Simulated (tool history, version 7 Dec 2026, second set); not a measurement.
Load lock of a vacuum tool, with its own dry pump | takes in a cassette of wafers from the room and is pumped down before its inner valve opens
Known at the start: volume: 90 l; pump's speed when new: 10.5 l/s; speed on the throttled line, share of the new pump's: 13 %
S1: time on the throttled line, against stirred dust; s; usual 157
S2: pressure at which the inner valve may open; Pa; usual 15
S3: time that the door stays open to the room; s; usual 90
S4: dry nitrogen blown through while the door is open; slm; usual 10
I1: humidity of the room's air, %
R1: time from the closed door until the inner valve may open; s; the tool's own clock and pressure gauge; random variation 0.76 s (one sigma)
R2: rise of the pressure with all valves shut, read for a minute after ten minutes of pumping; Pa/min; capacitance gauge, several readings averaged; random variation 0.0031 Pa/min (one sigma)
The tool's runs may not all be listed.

run 1 hour=0 | S1=157 S2=15 S3=90 S4=10 | I1=45.2 | R1=214 R2=0.233
run 2 hour=227 | S1=157 S2=15 S3=90 S4=10 | I1=44.7 | R1=213.4 R2=0.237
run 3 hour=501.1 | S1=157 S2=19 S3=90 S4=10 | I1=46.4 | R1=212.1 R2=0.257
run 4 hour=870.8 | S1=157 S2=19 S3=90 S4=10 | I1=45.2 | R1=210.2 R2=0.267
run 5 hour=1273.1 | S1=157 S2=19 S3=90 S4=10 | I1=46.3 | R1=212.8 R2=0.271
run 6 hour=1633.5 | S1=157 S2=19 S3=90 S4=10 | I1=45.5 | R1=212.9 R2=0.287
run 7 hour=1948.5 | S1=157 S2=15 S3=90 S4=7 | I1=41.8 | R1=213.6 R2=0.284
run 8 hour=2292.9 | S1=157 S2=15 S3=90 S4=7 | I1=46.6 | R1=215.4 R2=0.313
run 9 hour=2591.7 | S1=188 S2=15 S3=90 S4=10 | I1=44.1 | R1=241.5 R2=0.307
run 10 hour=3043.8 | S1=188 S2=15 S3=90 S4=10 | I1=45.7 | R1=241.5 R2=0.321
run 11 hour=3261.6 | S1=188 S2=15 S3=90 S4=10 | I1=44.6 | R1=241.2 R2=0.324
run 12 hour=3475.2 | S1=188 S2=15 S3=90 S4=10 | I1=47.4 | R1=241.3 R2=0.343
run 13 hour=3930.8 | S1=188 S2=15 S3=90 S4=10 | I1=48.2 | R1=242.2 R2=0.361
run 14 hour=4308.3 | S1=157 S2=15 S3=90 S4=10 | I1=46.5 | R1=217.7 R2=0.359
run 15 hour=4552.2 | S1=157 S2=15 S3=90 S4=10 | I1=45.3 | R1=216.8 R2=0.365
run 16 hour=4829.2 | S1=157 S2=15 S3=90 S4=25 | I1=48 | R1=216.2 R2=0.368
run 17 hour=5258.7 | S1=209 S2=15 S3=68 S4=6 | I1=44.6 | R1=262.3 R2=0.385
run 18 hour=5591.9 | S1=174 S2=11 S3=90 S4=8 | I1=40.1 | R1=235.2 R2=0.394
run 19 hour=5880.5 | S1=215 S2=11 S3=90 S4=17 | I1=46.8 | R1=271.5 R2=0.412
run 20 hour=6227.5 | S1=215 S2=11 S3=90 S4=17 | I1=43.8 | R1=270.5 R2=0.418
run 21 hour=6658.8 | S1=215 S2=11 S3=90 S4=17 | I1=44.8 | R1=270.8 R2=0.437
run 22 hour=6944.6 | S1=82 S2=15 S3=90 S4=4 | I1=45.8 | R1=155.6 R2=0.466
run 23 hour=7264.6 | S1=82 S2=15 S3=90 S4=4 | I1=44.4 | R1=156.2 R2=0.478
run 24 hour=7541.6 | S1=82 S2=15 S3=90 S4=4 | I1=43.5 | R1=155.7 R2=0.481
run 25 hour=7991.7 | S1=88 S2=29 S3=90 S4=4 | I1=46 | R1=155.4 R2=0.503
run 26 hour=8188 | S1=88 S2=29 S3=90 S4=4 | I1=44.1 | R1=154.7 R2=0.496
-- hour=8522.1 door's seal changed, seat wiped
run 27 hour=8529.3 | S1=88 S2=29 S3=90 S4=4 | I1=44.8 | R1=154.7 R2=0.068
run 28 hour=8929.3 | S1=88 S2=29 S3=90 S4=4 | I1=42.4 | R1=155.2 R2=0.065
-- hour=9050.6 dry pump taken out, an overhauled one fitted
run 29 hour=9273.7 | S1=177 S2=29 S3=90 S4=4 | I1=44 | R1=223.5 R2=0.072
run 30 hour=9632 | S1=279 S2=15 S3=152 S4=10 | I1=44.1 | R1=318.2 R2=0.093
run 31 hour=9940 | S1=279 S2=15 S3=152 S4=10 | I1=40 | R1=317.2 R2=0.088
run 32 hour=10239.4 | S1=279 S2=13 S3=166 S4=10 | I1=43.6 | R1=320.2 R2=0.1

Forecast each of these 5 alternatives for the next run:
run A hour=10669.5 | S1=157 S2=14 S3=82 S4=6 | I1=42.7 | R1=? R2=?
run B hour=10669.5 | S1=279 S2=13 S3=188 S4=28 | I1=46.5 | R1=? R2=?
run C hour=10669.5 | S1=206 S2=13 S3=118 S4=11 | I1=46.6 | R1=? R2=?
run D hour=10669.5 | S1=196 S2=11 S3=76 S4=10 | I1=45.4 | R1=? R2=?
run E hour=10669.5 | S1=279 S2=16 S3=166 S4=29 | I1=43.4 | R1=? R2=?

run=A R1=214.5 R2=0.075
run=B R1=318.8 R2=0.086
run=C R1=257.1 R2=0.09
run=D R1=249.7 R2=0.068
run=E R1=319.8 R2=0.072
Without the tool's hidden state the same runs would have given:
run=A R1=213.4 R2=0.056
run=B R1=318 R2=0.068
run=C R1=256.1 R2=0.071
run=D R1=248.6 R2=0.05
run=E R1=319 R2=0.053
